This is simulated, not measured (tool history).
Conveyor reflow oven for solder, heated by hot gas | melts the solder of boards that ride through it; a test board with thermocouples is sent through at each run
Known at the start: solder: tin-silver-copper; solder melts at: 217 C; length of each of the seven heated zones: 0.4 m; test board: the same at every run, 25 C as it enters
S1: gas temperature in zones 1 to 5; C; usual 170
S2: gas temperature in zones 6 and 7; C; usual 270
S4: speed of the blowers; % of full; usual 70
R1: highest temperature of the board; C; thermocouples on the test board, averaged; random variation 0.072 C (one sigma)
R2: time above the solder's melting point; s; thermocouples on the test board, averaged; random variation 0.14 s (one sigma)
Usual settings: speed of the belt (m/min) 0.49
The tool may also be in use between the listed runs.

run 1 hour=0 | S1=170 S2=270 speed_of_the_belt_(m/min)=0.49 S4=70 | R1=253.03 R2=71.2
run 2 hour=6.1 | S1=170 S2=270 speed_of_the_belt_(m/min)=0.402 S4=70 | R1=259.38 R2=95.7
run 3 hour=14.9 | S1=170 S2=270 speed_of_the_belt_(m/min)=0.402 S4=70 | R1=259.36 R2=95.5
run 4 hour=25.4 | S1=170 S2=270 speed_of_the_belt_(m/min)=0.49 S4=70 | R1=253.08 R2=70.9
run 5 hour=33.2 | S1=170 S2=270 speed_of_the_belt_(m/min)=0.55 S4=70 | R1=248.43 R2=58
run 6 hour=38.2 | S1=170 S2=270 speed_of_the_belt_(m/min)=0.55 S4=66 | R1=247.33 R2=56.8
run 7 hour=49 | S1=171 S2=270 speed_of_the_belt_(m/min)=0.49 S4=70 | R1=253.09 R2=71.6
run 8 hour=54.3 | S1=171 S2=270 speed_of_the_belt_(m/min)=0.49 S4=70 | R1=252.99 R2=72.1
run 9 hour=62.3 | S1=171 S2=270 speed_of_the_belt_(m/min)=0.49 S4=70 | R1=252.91 R2=71.9
run 10 hour=71.5 | S1=183 S2=270 speed_of_the_belt_(m/min)=0.49 S4=70 | R1=255.17 R2=79.4
run 11 hour=77.3 | S1=183 S2=270 speed_of_the_belt_(m/min)=0.49 S4=70 | R1=255.12 R2=79.9
run 12 hour=82 | S1=168 S2=270 speed_of_the_belt_(m/min)=0.49 S4=70 | R1=252.21 R2=69.9
run 13 hour=88.3 | S1=170 S2=270 speed_of_the_belt_(m/min)=0.451 S4=70 | R1=255.41 R2=80.7
run 14 hour=95.7 | S1=170 S2=270 speed_of_the_belt_(m/min)=0.49 S4=70 | R1=252.48 R2=70.7
run 15 hour=101.1 | S1=170 S2=270 speed_of_the_belt_(m/min)=0.49 S4=70 | R1=252.48 R2=70.7
run 16 hour=112.2 | S1=170 S2=270 speed_of_the_belt_(m/min)=0.49 S4=70 | R1=252.38 R2=70.9
run 17 hour=118.4 | S1=156 S2=270 speed_of_the_belt_(m/min)=0.49 S4=71 | R1=249.8 R2=62.7
run 18 hour=124.1 | S1=157 S2=278 speed_of_the_belt_(m/min)=0.49 S4=71 | R1=256.95 R2=69.7
run 19 hour=132.3 | S1=166 S2=260 speed_of_the_belt_(m/min)=0.404 S4=53 | R1=245.19 R2=76
run 20 hour=139.4 | S1=163 S2=274 speed_of_the_belt_(m/min)=0.424 S4=51 | R1=254.52 R2=80.7
-- hour=145.2 flux residue cleaned out of gas plates and filters
run 21 hour=152.9 | S1=163 S2=274 speed_of_the_belt_(m/min)=0.424 S4=51 | R1=254.09 R2=80.3
run 22 hour=157.8 | S1=163 S2=274 speed_of_the_belt_(m/min)=0.424 S4=51 | R1=254.02 R2=80.1
-- hour=168 flux residue cleaned out of gas plates and filters, once more
run 23 hour=168.3 | S1=163 S2=274 speed_of_the_belt_(m/min)=0.424 S4=51 | R1=255.45 R2=81.9
run 24 hour=178.4 | S1=181 S2=274 speed_of_the_belt_(m/min)=0.424 S4=53 | R1=259.41 R2=94.9
run 25 hour=183.4 | S1=167 S2=278 speed_of_the_belt_(m/min)=0.411 S4=70 | R1=265.99 R2=97.6
run 26 hour=189.8 | S1=167 S2=285 speed_of_the_belt_(m/min)=0.411 S4=89 | R1=275.9 R2=104.7
run 27 hour=198.3 | S1=163 S2=260 speed_of_the_belt_(m/min)=0.522 S4=62 | R1=238.77 R2=47.3
run 28 hour=203.9 | S1=155 S2=267 speed_of_the_belt_(m/min)=0.49 S4=57 | R1=243.82 R2=54.1
run 29 hour=212.1 | S1=170 S2=267 speed_of_the_belt_(m/min)=0.55 S4=70 | R1=246.22 R2=56.3
run 30 hour=222.9 | S1=157 S2=267 speed_of_the_belt_(m/min)=0.55 S4=70 | R1=243.12 R2=48.1
run 31 hour=228.6 | S1=183 S2=280 speed_of_the_belt_(m/min)=0.467 S4=61 | R1=263.63 R2=90.3

3 ways to go on from here, each from the tool as it stands after run 31. What would each give?
run A hour=237.9 | S1=172 S2=280 speed_of_the_belt_(m/min)=0.467 S4=79 | R1=? R2=?
run B hour=237.9 | S1=160 S2=270 speed_of_the_belt_(m/min)=0.397 S4=61 | R1=? R2=?
run C hour=237.9 | S1=175 S2=280 speed_of_the_belt_(m/min)=0.49 S4=70 | R1=? R2=?

run=A R1=265.93 R2=87.1
run=B R1=256.43 R2=89
run=C R1=262.83 R2=81.8
Without the tool's hidden state the same runs would have given:
run=A R1=264.41 R2=86.1
run=B R1=254.76 R2=87.4
run=C R1=261.38 R2=80.7
